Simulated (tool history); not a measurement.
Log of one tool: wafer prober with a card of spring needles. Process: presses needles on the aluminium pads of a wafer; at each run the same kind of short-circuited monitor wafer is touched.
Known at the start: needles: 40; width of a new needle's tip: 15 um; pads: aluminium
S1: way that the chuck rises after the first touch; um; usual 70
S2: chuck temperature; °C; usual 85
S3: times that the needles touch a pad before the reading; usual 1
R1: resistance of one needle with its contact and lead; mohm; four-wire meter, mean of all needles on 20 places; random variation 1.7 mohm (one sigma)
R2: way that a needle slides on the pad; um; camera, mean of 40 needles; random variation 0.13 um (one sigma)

{"run": 1, "day": 0.0, "S1": 70, "S2": 85, "S3": 1, "R1": 174, "R2": 18.13}
{"day": 0.071, "done": "tips cleaned on abrasive film"}
{"day": 0.333, "done": "tips cleaned on abrasive film"}
{"day": 0.662, "done": "tips cleaned on abrasive film"}
{"day": 0.929, "done": "tips cleaned on abrasive film"}
{"day": 1.258, "done": "tips cleaned on abrasive film"}
{"day": 1.592, "done": "tips cleaned on abrasive film"}
{"run": 2, "day": 1.796, "S1": 70, "S2": 85, "S3": 1, "R1": 172, "R2": 17.94}
{"day": 1.867, "done": "tips cleaned on abrasive film"}
{"day": 2.133, "done": "tips cleaned on abrasive film"}
{"day": 2.462, "done": "tips cleaned on abrasive film"}
{"day": 2.792, "done": "tips cleaned on abrasive film"}
{"run": 3, "day": 2.938, "S1": 58, "S2": 85, "S3": 1, "R1": 180, "R2": 14.9}
{"day": 3.071, "done": "tips cleaned on abrasive film"}
{"day": 3.333, "done": "tips cleaned on abrasive film"}
{"day": 3.6, "done": "tips cleaned on abrasive film"}
{"day": 3.929, "done": "tips cleaned on abrasive film"}
{"run": 4, "day": 4.121, "S1": 58, "S2": 85, "S3": 1, "R1": 179, "R2": 14.74}
{"day": 4.254, "done": "tips cleaned on abrasive film"}
{"day": 4.521, "done": "tips cleaned on abrasive film"}
{"day": 4.788, "done": "tips cleaned on abrasive film"}
{"day": 5.05, "done": "tips cleaned on abrasive film"}
{"day": 5.317, "done": "tips cleaned on abrasive film"}
{"day": 5.646, "done": "tips cleaned on abrasive film"}
{"day": 5.912, "done": "tips cleaned on abrasive film"}
{"run": 5, "day": 6.129, "S1": 58, "S2": 85, "S3": 1, "R1": 182, "R2": 14.55}
{"day": 6.2, "done": "tips cleaned on abrasive film"}
{"day": 6.529, "done": "tips cleaned on abrasive film"}
{"day": 6.792, "done": "tips cleaned on abrasive film"}
{"day": 7.058, "done": "tips cleaned on abrasive film"}
{"day": 7.388, "done": "tips cleaned on abrasive film"}
{"run": 6, "day": 7.483, "S1": 65, "S2": 85, "S3": 1, "R1": 171, "R2": 16.33}
{"day": 7.562, "done": "height of the first contact set anew"}
{"day": 7.696, "done": "tips cleaned on abrasive film"}
{"day": 7.962, "done": "tips cleaned on abrasive film"}
{"day": 8.229, "done": "tips cleaned on abrasive film"}
{"day": 8.558, "done": "tips cleaned on abrasive film"}
{"day": 8.888, "done": "tips cleaned on abrasive film"}
{"run": 7, "day": 9.15, "S1": 65, "S2": 85, "S3": 1, "R1": 180, "R2": 16.21}
{"day": 9.217, "done": "tips cleaned on abrasive film"}
{"day": 9.483, "done": "tips cleaned on abrasive film"}
{"day": 9.746, "done": "tips cleaned on abrasive film"}
{"day": 10.012, "done": "tips cleaned on abrasive film"}
{"day": 10.279, "done": "tips cleaned on abrasive film"}
{"day": 10.55, "done": "tips cleaned on abrasive film"}
{"run": 8, "day": 10.55, "S1": 70, "S2": 35, "S3": 1, "R1": 157, "R2": 17.22}
{"day": 10.883, "done": "tips cleaned on abrasive film"}
{"day": 11.212, "done": "tips cleaned on abrasive film"}
{"day": 11.475, "done": "tips cleaned on abrasive film"}
{"run": 9, "day": 11.662, "S1": 70, "S2": 35, "S3": 1, "R1": 166, "R2": 17.09}
{"day": 11.796, "done": "tips cleaned on abrasive film"}
{"day": 12.125, "done": "tips cleaned on abrasive film"}
{"day": 12.454, "done": "tips cleaned on abrasive film"}
{"day": 12.788, "done": "tips cleaned on abrasive film"}
{"day": 13.05, "done": "tips cleaned on abrasive film"}
{"day": 13.383, "done": "tips cleaned on abrasive film"}
{"day": 13.646, "done": "tips cleaned on abrasive film"}
{"run": 10, "day": 13.675, "S1": 70, "S2": 94, "S3": 1, "R1": 172, "R2": 17.19}
{"day": 13.75, "done": "height of the first contact set anew, once more"}
{"day": 13.95, "done": "tips cleaned on abrasive film"}
{"day": 14.217, "done": "tips cleaned on abrasive film"}
{"day": 14.483, "done": "tips cleaned on abrasive film"}
{"day": 14.812, "done": "tips cleaned on abrasive film"}
{"day": 15.075, "done": "tips cleaned on abrasive film"}
{"run": 11, "day": 15.158, "S1": 70, "S2": 94, "S3": 1, "R1": 171, "R2": 17.98}
{"day": 15.358, "done": "tips cleaned on abrasive film"}
{"day": 15.621, "done": "tips cleaned on abrasive film"}
{"day": 15.954, "done": "tips cleaned on abrasive film"}
{"day": 16.283, "done": "tips cleaned on abrasive film"}
{"day": 16.55, "done": "tips cleaned on abrasive film"}
{"day": 16.879, "done": "tips cleaned on abrasive film"}
{"run": 12, "day": 17.038, "S1": 70, "S2": 94, "S3": 1, "R1": 179, "R2": 18.05}
{"day": 17.175, "done": "tips cleaned on abrasive film"}
{"day": 17.438, "done": "tips cleaned on abrasive film"}
{"day": 17.704, "done": "tips cleaned on abrasive film"}
{"day": 17.967, "done": "tips cleaned on abrasive film"}
{"run": 13, "day": 17.996, "S1": 70, "S2": 94, "S3": 1, "R1": 168, "R2": 17.87}
{"day": 18.258, "done": "tips cleaned on abrasive film"}
{"day": 18.588, "done": "tips cleaned on abrasive film"}
{"day": 18.854, "done": "tips cleaned on abrasive film"}
{"run": 14, "day": 19.088, "S1": 70, "S2": 93, "S3": 1, "R1": 181, "R2": 17.97}
{"day": 19.158, "done": "tips cleaned on abrasive film"}
{"day": 19.421, "done": "tips cleaned on abrasive film"}
{"day": 19.688, "done": "tips cleaned on abrasive film"}
{"day": 20.017, "done": "tips cleaned on abrasive film"}
{"run": 15, "day": 20.183, "S1": 58, "S2": 100, "S3": 1, "R1": 182, "R2": 14.68}
{"day": 20.317, "done": "tips cleaned on abrasive film"}
{"day": 20.65, "done": "tips cleaned on abrasive film"}
{"day": 20.979, "done": "tips cleaned on abrasive film"}
{"day": 21.246, "done": "tips cleaned on abrasive film"}
{"day": 21.542, "done": "tips cleaned on abrasive film"}
{"run": 16, "day": 21.542, "S1": 70, "S2": 52, "S3": 1, "R1": 160, "R2": 17.83}
{"day": 21.804, "done": "tips cleaned on abrasive film"}
{"day": 22.071, "done": "tips cleaned on abrasive film"}
{"day": 22.4, "done": "tips cleaned on abrasive film"}
{"day": 22.733, "done": "tips cleaned on abrasive film"}
{"run": 17, "day": 22.9, "S1": 70, "S2": 85, "S3": 1, "R1": 175, "R2": 17.71}
{"day": 23.038, "done": "tips cleaned on abrasive film"}
{"day": 23.3, "done": "tips cleaned on abrasive film"}
{"day": 23.567, "done": "tips cleaned on abrasive film"}
{"day": 23.829, "done": "tips cleaned on abrasive film"}
{"day": 24.096, "done": "tips cleaned on abrasive film"}
{"day": 24.425, "done": "tips cleaned on abrasive film"}
{"run": 18, "day": 24.5, "S1": 70, "S2": 85, "S3": 1, "R1": 172, "R2": 17.7}
{"day": 24.7, "done": "tips cleaned on abrasive film"}
{"day": 24.962, "done": "tips cleaned on abrasive film"}
{"day": 25.292, "done": "tips cleaned on abrasive film"}
{"day": 25.625, "done": "tips cleaned on abrasive film"}
{"day": 25.888, "done": "tips cleaned on abrasive film"}
{"day": 26.221, "done": "tips cleaned on abrasive film"}
{"run": 19, "day": 26.412, "S1": 56, "S2": 85, "S3": 1, "R1": 186, "R2": 13.67}
{"day": 26.55, "done": "tips cleaned on abrasive film"}
{"day": 26.879, "done": "tips cleaned on abrasive film"}
{"day": 27.208, "done": "tips cleaned on abrasive film"}
{"day": 27.538, "done": "tips cleaned on abrasive film"}
{"day": 27.804, "done": "tips cleaned on abrasive film"}
{"day": 28.133, "done": "tips cleaned on abrasive film"}
{"run": 20, "day": 28.292, "S1": 70, "S2": 41, "S3": 3, "R1": 159, "R2": 17.42}
{"day": 28.425, "done": "tips cleaned on abrasive film"}
{"day": 28.754, "done": "tips cleaned on abrasive film"}
{"day": 29.083, "done": "tips cleaned on abrasive film"}
{"day": 29.417, "done": "tips cleaned on abrasive film"}
{"day": 29.746, "done": "tips cleaned on abrasive film"}
{"day": 30.008, "done": "tips cleaned on abrasive film"}
{"day": 30.342, "done": "tips cleaned on abrasive film"}
{"run": 21, "day": 30.342, "S1": 60, "S2": 92, "S3": 2, "R1": 170, "R2": 14.73}
{"day": 30.608, "done": "tips cleaned on abrasive film"}
{"day": 30.938, "done": "tips cleaned on abrasive film"}
{"day": 31.204, "done": "tips cleaned on abrasive film"}
{"day": 31.467, "done": "tips cleaned on abrasive film"}
{"run": 22, "day": 31.467, "S1": 66, "S2": 32, "S3": 1, "R1": 164, "R2": 16.23}

Forecast each of these 5 alternatives for the next run:
{"day": 31.738, "done": "tips cleaned on abrasive film"}
{"day": 32.0, "done": "tips cleaned on abrasive film"}
{"day": 32.267, "done": "tips cleaned on abrasive film"}
{"day": 32.533, "done": "tips cleaned on abrasive film"}
{"day": 32.862, "done": "tips cleaned on abrasive film"}
{"day": 33.192, "done": "tips cleaned on abrasive film"}
{"run": "A", "day": 33.388, "S1": 64, "S2": 47, "S3": 1, "R1": "?", "R2": "?"}
{"day": 31.738, "done": "tips cleaned on abrasive film"}
{"day": 32.0, "done": "tips cleaned on abrasive film"}
{"day": 32.267, "done": "tips cleaned on abrasive film"}
{"day": 32.533, "done": "tips cleaned on abrasive film"}
{"day": 32.862, "done": "tips cleaned on abrasive film"}
{"day": 33.192, "done": "tips cleaned on abrasive film"}
{"run": "B", "day": 33.388, "S1": 54, "S2": 110, "S3": 1, "R1": "?", "R2": "?"}
{"day": 31.738, "done": "tips cleaned on abrasive film"}
{"day": 32.0, "done": "tips cleaned on abrasive film"}
{"day": 32.267, "done": "tips cleaned on abrasive film"}
{"day": 32.533, "done": "tips cleaned on abrasive film"}
{"day": 32.862, "done": "tips cleaned on abrasive film"}
{"day": 33.192, "done": "tips cleaned on abrasive film"}
{"run": "C", "day": 33.388, "S1": 73, "S2": 93, "S3": 1, "R1": "?", "R2": "?"}
{"day": 31.738, "done": "tips cleaned on abrasive film"}
{"day": 32.0, "done": "tips cleaned on abrasive film"}
{"day": 32.267, "done": "tips cleaned on abrasive film"}
{"day": 32.533, "done": "tips cleaned on abrasive film"}
{"day": 32.862, "done": "tips cleaned on abrasive film"}
{"day": 33.192, "done": "tips cleaned on abrasive film"}
{"run": "D", "day": 33.388, "S1": 53, "S2": 54, "S3": 2, "R1": "?", "R2": "?"}
{"day": 31.738, "done": "tips cleaned on abrasive film"}
{"day": 32.0, "done": "tips cleaned on abrasive film"}
{"day": 32.267, "done": "tips cleaned on abrasive film"}
{"day": 32.533, "done": "tips cleaned on abrasive film"}
{"day": 32.862, "done": "tips cleaned on abrasive film"}
{"day": 33.192, "done": "tips cleaned on abrasive film"}
{"run": "E", "day": 33.388, "S1": 89, "S2": 31, "S3": 1, "R1": "?", "R2": "?"}

run=A R1=173 R2=15.70
run=B R1=197 R2=12.97
run=C R1=182 R2=17.99
run=D R1=181 R2=12.78
run=E R1=160 R2=22.10
Without the tool's hidden state the same runs would have given:
run=A R1=155 R2=16.78
run=B R1=173 R2=14.03
run=C R1=168 R2=19.07
run=D R1=163 R2=13.85
run=E R1=150 R2=23.17
